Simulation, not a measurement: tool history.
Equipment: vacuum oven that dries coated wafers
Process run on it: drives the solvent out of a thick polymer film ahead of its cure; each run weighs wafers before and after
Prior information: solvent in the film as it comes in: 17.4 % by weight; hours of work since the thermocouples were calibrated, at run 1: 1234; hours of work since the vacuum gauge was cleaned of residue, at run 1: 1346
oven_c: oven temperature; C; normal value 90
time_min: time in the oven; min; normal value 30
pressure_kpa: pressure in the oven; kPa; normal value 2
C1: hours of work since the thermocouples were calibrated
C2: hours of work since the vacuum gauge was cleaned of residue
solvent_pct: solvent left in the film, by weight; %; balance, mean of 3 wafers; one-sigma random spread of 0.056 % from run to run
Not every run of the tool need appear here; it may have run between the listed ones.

{"run": 1, "hour": 0.0, "oven_c": 90, "time_min": 30, "pressure_kpa": 2, "C1": 1234, "C2": 1346, "solvent_pct": 3.45}
{"run": 2, "hour": 93.9, "oven_c": 90, "time_min": 30, "pressure_kpa": 2, "C1": 1275, "C2": 1387, "solvent_pct": 3.73}
{"run": 3, "hour": 184.4, "oven_c": 90, "time_min": 30, "pressure_kpa": 2, "C1": 1314, "C2": 1426, "solvent_pct": 3.64}
{"run": 4, "hour": 232.1, "oven_c": 90, "time_min": 30, "pressure_kpa": 2, "C1": 1335, "C2": 1447, "solvent_pct": 3.67}
{"hour": 274.0, "done": "vacuum gauge cleaned of residue and calibrated"}
{"run": 5, "hour": 278.6, "oven_c": 90, "time_min": 30, "pressure_kpa": 2, "C1": 1355, "C2": 2, "solvent_pct": 3.59}
{"run": 6, "hour": 329.3, "oven_c": 90, "time_min": 30, "pressure_kpa": 2, "C1": 1377, "C2": 24, "solvent_pct": 3.53}
{"run": 7, "hour": 370.6, "oven_c": 90, "time_min": 30, "pressure_kpa": 2.11, "C1": 1395, "C2": 42, "solvent_pct": 3.59}
{"run": 8, "hour": 447.5, "oven_c": 90, "time_min": 30, "pressure_kpa": 2, "C1": 1428, "C2": 75, "solvent_pct": 3.61}
{"run": 9, "hour": 517.9, "oven_c": 90, "time_min": 30, "pressure_kpa": 2, "C1": 1459, "C2": 106, "solvent_pct": 3.62}
{"run": 10, "hour": 608.9, "oven_c": 90, "time_min": 30, "pressure_kpa": 2, "C1": 1498, "C2": 145, "solvent_pct": 3.69}
{"run": 11, "hour": 701.3, "oven_c": 90, "time_min": 30, "pressure_kpa": 2, "C1": 1538, "C2": 185, "solvent_pct": 3.66}
{"run": 12, "hour": 748.6, "oven_c": 90, "time_min": 53, "pressure_kpa": 2, "C1": 1559, "C2": 206, "solvent_pct": 1.69}
{"hour": 754.6, "done": "oven's thermocouples calibrated"}
{"run": 13, "hour": 805.9, "oven_c": 90, "time_min": 53, "pressure_kpa": 2, "C1": 22, "C2": 230, "solvent_pct": 1.87}
{"run": 14, "hour": 851.8, "oven_c": 90, "time_min": 24, "pressure_kpa": 2, "C1": 42, "C2": 250, "solvent_pct": 5.21}
{"run": 15, "hour": 906.1, "oven_c": 99, "time_min": 30, "pressure_kpa": 2, "C1": 66, "C2": 274, "solvent_pct": 1.52}
{"hour": 940.7, "done": "oven's thermocouples calibrated, once more"}
{"run": 16, "hour": 951.6, "oven_c": 99, "time_min": 30, "pressure_kpa": 2, "C1": 5, "C2": 292, "solvent_pct": 0.91}
{"run": 17, "hour": 1015.5, "oven_c": 90, "time_min": 26, "pressure_kpa": 6.05, "C1": 32, "C2": 320, "solvent_pct": 4.16}
{"run": 18, "hour": 1064.3, "oven_c": 90, "time_min": 26, "pressure_kpa": 6.05, "C1": 54, "C2": 341, "solvent_pct": 4.16}
{"run": 19, "hour": 1126.8, "oven_c": 86, "time_min": 32, "pressure_kpa": 2.07, "C1": 81, "C2": 368, "solvent_pct": 3.81}
{"run": 20, "hour": 1211.0, "oven_c": 90, "time_min": 24, "pressure_kpa": 2, "C1": 117, "C2": 405, "solvent_pct": 3.78}
{"run": 21, "hour": 1262.1, "oven_c": 103, "time_min": 18, "pressure_kpa": 2, "C1": 140, "C2": 427, "solvent_pct": 1.45}
{"run": 22, "hour": 1327.0, "oven_c": 86, "time_min": 50, "pressure_kpa": 1.18, "C1": 168, "C2": 455, "solvent_pct": 1.81}
{"run": 23, "hour": 1414.6, "oven_c": 86, "time_min": 50, "pressure_kpa": 1.18, "C1": 206, "C2": 493, "solvent_pct": 1.94}
{"run": 24, "hour": 1462.4, "oven_c": 86, "time_min": 50, "pressure_kpa": 1.18, "C1": 226, "C2": 514, "solvent_pct": 1.9}
{"run": 25, "hour": 1543.7, "oven_c": 86, "time_min": 26, "pressure_kpa": 1.28, "C1": 262, "C2": 549, "solvent_pct": 4.84}
{"run": 26, "hour": 1623.7, "oven_c": 103, "time_min": 45, "pressure_kpa": 1.34, "C1": 297, "C2": 584, "solvent_pct": 0.25}
{"run": 27, "hour": 1679.8, "oven_c": 83, "time_min": 16, "pressure_kpa": 1.34, "C1": 321, "C2": 609, "solvent_pct": 8.31}
{"run": 28, "hour": 1740.7, "oven_c": 75, "time_min": 28, "pressure_kpa": 7.91, "C1": 347, "C2": 635, "solvent_pct": 10.18}
{"run": 29, "hour": 1787.4, "oven_c": 98, "time_min": 18, "pressure_kpa": 2.32, "C1": 368, "C2": 655, "solvent_pct": 2.77}
{"run": 30, "hour": 1871.3, "oven_c": 98, "time_min": 18, "pressure_kpa": 2.32, "C1": 404, "C2": 692, "solvent_pct": 2.79}

Alternative continuations, all from the tool just after run 30; predict every row:
{"run": "A", "hour": 1924.1, "oven_c": 90, "time_min": 30, "pressure_kpa": 3.11, "C1": 427, "C2": 715, "solvent_pct": "?"}
{"run": "B", "hour": 1924.1, "oven_c": 90, "time_min": 50, "pressure_kpa": 1.39, "C1": 427, "C2": 715, "solvent_pct": "?"}
{"run": "C", "hour": 1924.1, "oven_c": 87, "time_min": 25, "pressure_kpa": 7.04, "C1": 427, "C2": 715, "solvent_pct": "?"}
{"run": "D", "hour": 1924.1, "oven_c": 90, "time_min": 25, "pressure_kpa": 7.79, "C1": 427, "C2": 715, "solvent_pct": "?"}
{"run": "E", "hour": 1924.1, "oven_c": 90, "time_min": 43, "pressure_kpa": 7.14, "C1": 427, "C2": 715, "solvent_pct": "?"}

run=A solvent_pct=3.31
run=B solvent_pct=1.23
run=C solvent_pct=6.06
run=D solvent_pct=5.06
run=E solvent_pct=3.18
Without the tool's hidden state the same runs would have given:
run=A solvent_pct=2.86
run=B solvent_pct=0.96
run=C solvent_pct=5.53
run=D solvent_pct=4.56
run=E solvent_pct=2.81
